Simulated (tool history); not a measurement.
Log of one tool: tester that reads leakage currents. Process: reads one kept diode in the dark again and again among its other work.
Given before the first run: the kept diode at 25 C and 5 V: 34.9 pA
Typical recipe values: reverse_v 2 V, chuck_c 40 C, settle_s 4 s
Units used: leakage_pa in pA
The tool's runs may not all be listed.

run 1 day=0 | reverse_v=2 chuck_c=40 settle_s=4 | leakage_pa=74.38
run 2 day=1.029 | reverse_v=2 chuck_c=40 settle_s=4 | leakage_pa=74.26
run 3 day=2 | reverse_v=2 chuck_c=40 settle_s=4 | leakage_pa=74.25
run 4 day=3.204 | reverse_v=2 chuck_c=40 settle_s=4 | leakage_pa=74.57
run 5 day=4.567 | reverse_v=2 chuck_c=40 settle_s=4 | leakage_pa=74.67
run 6 day=5.429 | reverse_v=2 chuck_c=44 settle_s=4 | leakage_pa=97.43
run 7 day=6.6 | reverse_v=6.26 chuck_c=40 settle_s=4 | leakage_pa=114.77
run 8 day=7.838 | reverse_v=7.26 chuck_c=40 settle_s=4 | leakage_pa=122.73
run 9 day=9.2 | reverse_v=7.26 chuck_c=40 settle_s=4 | leakage_pa=122.14
run 10 day=10.029 | reverse_v=7.26 chuck_c=40 settle_s=4 | leakage_pa=122.53
run 11 day=10.721 | reverse_v=7.26 chuck_c=40 settle_s=4 | leakage_pa=122.52
run 12 day=11.358 | reverse_v=7.26 chuck_c=40 settle_s=4 | leakage_pa=122.17
run 13 day=12.488 | reverse_v=2 chuck_c=40 settle_s=4 | leakage_pa=74.73
run 14 day=13.617 | reverse_v=2 chuck_c=40 settle_s=4 | leakage_pa=74.5
run 15 day=14.592 | reverse_v=2 chuck_c=51 settle_s=4 | leakage_pa=155.87
run 16 day=16.021 | reverse_v=2 chuck_c=51 settle_s=4 | leakage_pa=155.47
run 17 day=17.408 | reverse_v=2 chuck_c=51 settle_s=4 | leakage_pa=155.1
run 18 day=18.129 | reverse_v=2 chuck_c=51 settle_s=4 | leakage_pa=155.17
run 19 day=19.388 | reverse_v=2 chuck_c=40 settle_s=4 | leakage_pa=75.6
run 20 day=20.162 | reverse_v=2.35 chuck_c=40 settle_s=4 | leakage_pa=79.44
run 21 day=21.317 | reverse_v=2.35 chuck_c=40 settle_s=4 | leakage_pa=79.97
run 22 day=22.396 | reverse_v=1.28 chuck_c=40 settle_s=1.97 | leakage_pa=62.89
run 23 day=23.083 | reverse_v=9 chuck_c=41 settle_s=5.74 | leakage_pa=142.56
run 24 day=24.488 | reverse_v=2.54 chuck_c=41 settle_s=1.17 | leakage_pa=88.77
run 25 day=25.421 | reverse_v=1.24 chuck_c=31 settle_s=0.68 | leakage_pa=33.64
run 26 day=26.279 | reverse_v=2 chuck_c=40 settle_s=0.36 | leakage_pa=75.96
run 27 day=27.121 | reverse_v=2 chuck_c=40 settle_s=0.77 | leakage_pa=75.56
run 28 day=27.721 | reverse_v=2 chuck_c=29 settle_s=4 | leakage_pa=34.33
run 29 day=28.425 | reverse_v=2 chuck_c=29 settle_s=4 | leakage_pa=34.55
run 30 day=29.125 | reverse_v=2 chuck_c=29 settle_s=4 | leakage_pa=34.6
run 31 day=29.867 | reverse_v=16.01 chuck_c=52 settle_s=0.62 | leakage_pa=371.11
run 32 day=30.692 | reverse_v=12.85 chuck_c=26 settle_s=4 | leakage_pa=57.54
run 33 day=31.996 | reverse_v=11.94 chuck_c=58 settle_s=4 | leakage_pa=478.38
run 34 day=32.962 | reverse_v=6 chuck_c=34 settle_s=2.82 | leakage_pa=76.05
run 35 day=33.975 | reverse_v=3.26 chuck_c=32 settle_s=3.52 | leakage_pa=52.21
run 36 day=35.067 | reverse_v=2.71 chuck_c=32 settle_s=1.01 | leakage_pa=48.54
run 37 day=35.9 | reverse_v=4.54 chuck_c=47 settle_s=1.01 | leakage_pa=165.53
run 38 day=37.275 | reverse_v=4.54 chuck_c=47 settle_s=1.01 | leakage_pa=166.46
run 39 day=37.875 | reverse_v=4.54 chuck_c=47 settle_s=1.01 | leakage_pa=165.44
run 40 day=38.625 | reverse_v=4.54 chuck_c=47 settle_s=1.01 | leakage_pa=165.17

Branching from run 40: 3 alternative next runs. What would each branch give?
run A day=39.908 | reverse_v=4.58 chuck_c=40 settle_s=1.13 | leakage_pa=?
run B day=39.908 | reverse_v=11.68 chuck_c=50 settle_s=0.54 | leakage_pa=?
run C day=39.908 | reverse_v=1.63 chuck_c=21 settle_s=3.53 | leakage_pa=?

run=A leakage_pa=104.3
run=B leakage_pa=291.19
run=C leakage_pa=17.64
Without the tool's unlogged condition, the same runs would have read:
run=A leakage_pa=100.28
run=B leakage_pa=280.56
run=C leakage_pa=16.81

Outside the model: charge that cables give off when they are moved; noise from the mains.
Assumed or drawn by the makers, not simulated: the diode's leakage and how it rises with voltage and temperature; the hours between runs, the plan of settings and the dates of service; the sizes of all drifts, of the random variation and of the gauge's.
